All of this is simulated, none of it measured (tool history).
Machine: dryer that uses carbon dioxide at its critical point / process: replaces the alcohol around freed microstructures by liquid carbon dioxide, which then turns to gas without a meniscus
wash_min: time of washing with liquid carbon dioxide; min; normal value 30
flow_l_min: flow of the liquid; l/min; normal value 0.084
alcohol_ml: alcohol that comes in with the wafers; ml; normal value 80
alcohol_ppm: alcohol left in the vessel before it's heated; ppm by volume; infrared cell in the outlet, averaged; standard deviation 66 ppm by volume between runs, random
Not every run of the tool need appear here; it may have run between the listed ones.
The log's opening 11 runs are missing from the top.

| run | hour | wash_min | flow_l_min | alcohol_ml | alcohol_ppm |
|---|---|---|---|---|---|
| 12 | 333.4 | 35 | 0.084 | 80 | 2752 |
| 13 | 352.3 | 35 | 0.084 | 80 | 2915 |
| 14 | 378 | 30 | 0.084 | 80 | 4928 |
| 15 | 407.4 | 27 | 0.084 | 80 | 7164 |
| 16 | 426.6 | 42 | 0.084 | 80 | 1390 |
| 17 | 449.2 | 30 | 0.084 | 80 | 5061 |
| 18 | 478.1 | 30 | 0.084 | 80 | 5186 |
| 19 | 505.3 | 30 | 0.1294 | 80 | 813 |
| 20 | 531.3 | 20 | 0.084 | 80 | 16082 |
| 21 | 568.4 | 39 | 0.084 | 80 | 1963 |
| 22 | 599.2 | 30 | 0.135 | 80 | 712 |
| 23 | 637.6 | 30 | 0.084 | 80 | 5267 |
| 24 | 664.3 | 30 | 0.084 | 84 | 5528 |
| 25 | 692.4 | 30 | 0.0702 | 27 | 3396 |
| 26 | 711.5 | 20 | 0.0753 | 24 | 6435 |
| 27 | 728.1 | 19 | 0.1244 | 67 | 5188 |
| 28 | 747.7 | 22 | 0.084 | 43 | 7191 |
| 29 | 774.2 | 22 | 0.084 | 43 | 7445 |
| 30 | 797.9 | 40 | 0.084 | 27 | 765 |

Run 31 has not been measured yet. What should we expect?
| 31 | 831 | 29 | 0.084 | 79 | ? |

alcohol_ppm: 5971 ppm by volume
With the hidden condition absent and the run-to-run variation left alone, this run would have shown alcohol_ppm 4829 ppm by volume.
